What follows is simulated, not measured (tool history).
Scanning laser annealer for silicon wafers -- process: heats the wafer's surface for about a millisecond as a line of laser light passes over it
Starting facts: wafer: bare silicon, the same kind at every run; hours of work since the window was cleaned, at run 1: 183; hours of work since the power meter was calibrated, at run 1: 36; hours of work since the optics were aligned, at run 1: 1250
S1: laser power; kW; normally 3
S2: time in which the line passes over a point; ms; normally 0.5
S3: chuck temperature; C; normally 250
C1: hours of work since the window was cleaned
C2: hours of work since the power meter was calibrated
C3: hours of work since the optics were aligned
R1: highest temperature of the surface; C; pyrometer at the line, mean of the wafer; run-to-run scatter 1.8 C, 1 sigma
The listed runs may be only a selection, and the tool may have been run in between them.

run 1 hour=0 | S1=3 S2=0.5 S3=250 | C1=183 C2=36 C3=1250 | R1=984
run 2 hour=4.4 | S1=3 S2=0.619 S3=250 | C1=185 C2=38 C3=1252 | R1=1082
run 3 hour=10.8 | S1=3 S2=0.619 S3=250 | C1=187 C2=41 C3=1254 | R1=1082
run 4 hour=20.7 | S1=3 S2=0.619 S3=250 | C1=192 C2=45 C3=1259 | R1=1081
run 5 hour=27.3 | S1=3 S2=0.619 S3=250 | C1=194 C2=48 C3=1262 | R1=1081
run 6 hour=32.9 | S1=3 S2=0.5 S3=250 | C1=197 C2=50 C3=1264 | R1=983
run 7 hour=37.4 | S1=3 S2=0.5 S3=241 | C1=199 C2=52 C3=1266 | R1=973
run 8 hour=47.1 | S1=3 S2=0.5 S3=250 | C1=203 C2=56 C3=1270 | R1=979
run 9 hour=52.7 | S1=3 S2=0.5 S3=250 | C1=206 C2=59 C3=1273 | R1=981
run 10 hour=58.5 | S1=3 S2=0.5 S3=250 | C1=208 C2=61 C3=1275 | R1=981
run 11 hour=67.3 | S1=3 S2=0.5 S3=250 | C1=212 C2=65 C3=1279 | R1=979
run 12 hour=74.8 | S1=3 S2=0.5 S3=281 | C1=215 C2=68 C3=1282 | R1=1011
run 13 hour=79.3 | S1=3 S2=0.5 S3=281 | C1=217 C2=70 C3=1284 | R1=1011
run 14 hour=84.2 | S1=3 S2=0.361 S3=281 | C1=219 C2=73 C3=1286 | R1=882
run 15 hour=91.3 | S1=3 S2=0.361 S3=281 | C1=222 C2=76 C3=1290 | R1=884
run 16 hour=99.1 | S1=3 S2=0.361 S3=281 | C1=226 C2=79 C3=1293 | R1=882
run 17 hour=103.9 | S1=3 S2=0.361 S3=281 | C1=228 C2=81 C3=1295 | R1=881
run 18 hour=112.8 | S1=3 S2=0.5 S3=235 | C1=232 C2=85 C3=1299 | R1=965
run 19 hour=118.6 | S1=3 S2=0.387 S3=235 | C1=234 C2=88 C3=1301 | R1=862
run 20 hour=126.2 | S1=3 S2=0.387 S3=235 | C1=238 C2=91 C3=1305 | R1=862
-- hour=129.8 laser's power meter calibrated
run 21 hour=134.7 | S1=3 S2=0.5 S3=215 | C1=240 C2=2 C3=1307 | R1=943
run 22 hour=141.6 | S1=2.914 S2=0.446 S3=282 | C1=243 C2=5 C3=1310 | R1=939
run 23 hour=147.3 | S1=2.782 S2=0.5 S3=222 | C1=245 C2=8 C3=1313 | R1=892
run 24 hour=154.8 | S1=3.036 S2=0.591 S3=285 | C1=249 C2=11 C3=1316 | R1=1097
run 25 hour=158.9 | S1=2.718 S2=0.515 S3=236 | C1=251 C2=13 C3=1318 | R1=906
-- hour=163.3 laser's power meter calibrated, once more
run 26 hour=169.6 | S1=2.718 S2=0.515 S3=236 | C1=254 C2=3 C3=1321 | R1=907
run 27 hour=178.2 | S1=2.6 S2=0.5 S3=219 | C1=258 C2=6 C3=1325 | R1=852
run 28 hour=187.3 | S1=3 S2=0.543 S3=250 | C1=262 C2=10 C3=1329 | R1=1015
run 29 hour=192.5 | S1=3 S2=0.486 S3=250 | C1=264 C2=13 C3=1331 | R1=965
run 30 hour=198.5 | S1=3 S2=0.588 S3=222 | C1=266 C2=15 C3=1334 | R1=1023
run 31 hour=205.2 | S1=3.174 S2=0.413 S3=222 | C1=269 C2=18 C3=1337 | R1=908
run 32 hour=210.5 | S1=3.174 S2=0.413 S3=222 | C1=272 C2=21 C3=1339 | R1=904
run 33 hour=219.7 | S1=3.174 S2=0.413 S3=222 | C1=276 C2=25 C3=1343 | R1=910
run 34 hour=225.5 | S1=3.174 S2=0.413 S3=222 | C1=278 C2=27 C3=1345 | R1=910
run 35 hour=230.2 | S1=3 S2=0.573 S3=256 | C1=280 C2=29 C3=1347 | R1=1044
run 36 hour=237.9 | S1=3 S2=0.573 S3=256 | C1=284 C2=32 C3=1351 | R1=1047
run 37 hour=241.9 | S1=2.657 S2=0.599 S3=218 | C1=285 C2=34 C3=1353 | R1=932
run 38 hour=249.7 | S1=2.657 S2=0.599 S3=242 | C1=289 C2=38 C3=1356 | R1=954
run 39 hour=254.2 | S1=2.657 S2=0.455 S3=242 | C1=291 C2=40 C3=1358 | R1=847
run 40 hour=263.4 | S1=2.573 S2=0.386 S3=221 | C1=295 C2=44 C3=1362 | R1=754
run 41 hour=271.9 | S1=2.573 S2=0.429 S3=223 | C1=298 C2=47 C3=1366 | R1=788
run 42 hour=281.6 | S1=3.124 S2=0.437 S3=275 | C1=303 C2=52 C3=1370 | R1=968

Each row is a separate what-if for the run after 42, all from the same tool condition, not one after another. Results?
run A hour=286.8 | S1=3 S2=0.465 S3=250 | C1=305 C2=54 C3=1372 | R1=?
run B hour=286.8 | S1=3 S2=0.5 S3=250 | C1=305 C2=54 C3=1372 | R1=?
run C hour=286.8 | S1=3.124 S2=0.41 S3=281 | C1=305 C2=54 C3=1372 | R1=?

run=A R1=945
run=B R1=974
run=C R1=950
With the hidden condition removed and each run's random variation left untouched, the same runs would have given:
run=A R1=981
run=B R1=1011
run=C R1=985
